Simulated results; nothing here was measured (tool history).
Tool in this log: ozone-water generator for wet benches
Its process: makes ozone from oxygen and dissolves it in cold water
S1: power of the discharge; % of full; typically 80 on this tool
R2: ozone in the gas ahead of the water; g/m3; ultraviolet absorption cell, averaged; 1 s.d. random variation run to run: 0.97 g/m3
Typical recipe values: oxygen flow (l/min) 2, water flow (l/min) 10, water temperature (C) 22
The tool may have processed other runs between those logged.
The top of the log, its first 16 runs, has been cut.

{"run": 17, "hour": 1507.1, "S1": 88, "oxygen flow (l/min)": 1.01, "water flow (l/min)": 10, "water temperature (C)": 14, "dissolved ozone (ppm)": 11.6, "R2": 222.8}
{"run": 18, "hour": 1607.0, "S1": 76, "oxygen flow (l/min)": 3.21, "water flow (l/min)": 10, "water temperature (C)": 22, "dissolved ozone (ppm)": 13.1, "R2": 133.8}
{"run": 19, "hour": 1734.9, "S1": 80, "oxygen flow (l/min)": 2, "water flow (l/min)": 14, "water temperature (C)": 22, "dissolved ozone (ppm)": 9.5, "R2": 162.9}
{"run": 20, "hour": 1855.7, "S1": 80, "oxygen flow (l/min)": 1.1, "water flow (l/min)": 10, "water temperature (C)": 22, "dissolved ozone (ppm)": 10.4, "R2": 203.8}
{"run": 21, "hour": 1969.3, "S1": 80, "oxygen flow (l/min)": 1.1, "water flow (l/min)": 10, "water temperature (C)": 22, "dissolved ozone (ppm)": 10.4, "R2": 198.4}
{"run": 22, "hour": 2089.8, "S1": 68, "oxygen flow (l/min)": 2.25, "water flow (l/min)": 10, "water temperature (C)": 23, "dissolved ozone (ppm)": 11.3, "R2": 138.1}
{"run": 23, "hour": 2164.4, "S1": 68, "oxygen flow (l/min)": 2.25, "water flow (l/min)": 10, "water temperature (C)": 23, "dissolved ozone (ppm)": 11.1, "R2": 138}
{"hour": 2206.3, "done": "gauge calibrated"}
{"run": 24, "hour": 2276.4, "S1": 55, "oxygen flow (l/min)": 1.1, "water flow (l/min)": 10, "water temperature (C)": 22, "dissolved ozone (ppm)": 7.7, "R2": 152.9}
{"run": 25, "hour": 2395.3, "S1": 97, "oxygen flow (l/min)": 3.57, "water flow (l/min)": 9, "water temperature (C)": 22, "dissolved ozone (ppm)": 17.2, "R2": 158.7}
{"run": 26, "hour": 2463.6, "S1": 67, "oxygen flow (l/min)": 3.31, "water flow (l/min)": 9, "water temperature (C)": 20, "dissolved ozone (ppm)": 13.4, "R2": 121.9}
{"run": 27, "hour": 2577.4, "S1": 67, "oxygen flow (l/min)": 3.31, "water flow (l/min)": 9, "water temperature (C)": 20, "dissolved ozone (ppm)": 13.3, "R2": 121.7}
{"run": 28, "hour": 2678.5, "S1": 80, "oxygen flow (l/min)": 2, "water flow (l/min)": 10, "water temperature (C)": 21, "dissolved ozone (ppm)": 13.1, "R2": 164.3}
{"run": 29, "hour": 2734.4, "S1": 64, "oxygen flow (l/min)": 3.47, "water flow (l/min)": 7, "water temperature (C)": 15, "dissolved ozone (ppm)": 16.9, "R2": 113.6}
{"run": 30, "hour": 2808.4, "S1": 76, "oxygen flow (l/min)": 3.47, "water flow (l/min)": 11, "water temperature (C)": 22, "dissolved ozone (ppm)": 12.5, "R2": 131.5}
{"run": 31, "hour": 2899.4, "S1": 80, "oxygen flow (l/min)": 1.27, "water flow (l/min)": 10, "water temperature (C)": 22, "dissolved ozone (ppm)": 11.1, "R2": 192.3}
{"run": 32, "hour": 3000.2, "S1": 80, "oxygen flow (l/min)": 1.27, "water flow (l/min)": 10, "water temperature (C)": 22, "dissolved ozone (ppm)": 11.2, "R2": 193.5}

Consider 3 possible next runs. They are alternatives, not a sequence: every one starts from the tool as it was left by run 32. What does each give?
{"hour": 3068.6, "done": "contactor cleaned"}
{"run": "A", "hour": 3133.1, "S1": 60, "oxygen flow (l/min)": 2, "water flow (l/min)": 11, "water temperature (C)": 24, "dissolved ozone (ppm)": "?", "R2": "?"}
{"hour": 3068.6, "done": "contactor cleaned"}
{"run": "B", "hour": 3133.1, "S1": 80, "oxygen flow (l/min)": 2, "water flow (l/min)": 10, "water temperature (C)": 26, "dissolved ozone (ppm)": "?", "R2": "?"}
{"hour": 3068.6, "done": "contactor cleaned"}
{"run": "C", "hour": 3133.1, "S1": 80, "oxygen flow (l/min)": 2, "water flow (l/min)": 12, "water temperature (C)": 22, "dissolved ozone (ppm)": "?", "R2": "?"}

run=A dissolved_ozone_(ppm)=9 R2=132.8
run=B dissolved_ozone_(ppm)=12 R2=165.3
run=C dissolved_ozone_(ppm)=10.8 R2=166.2
Stripped of hidden state, with their random variation kept, the same runs would have yielded:
run=A dissolved_ozone_(ppm)=9.1 R2=134.5
run=B dissolved_ozone_(ppm)=12 R2=167.5
run=C dissolved_ozone_(ppm)=10.8 R2=168.4

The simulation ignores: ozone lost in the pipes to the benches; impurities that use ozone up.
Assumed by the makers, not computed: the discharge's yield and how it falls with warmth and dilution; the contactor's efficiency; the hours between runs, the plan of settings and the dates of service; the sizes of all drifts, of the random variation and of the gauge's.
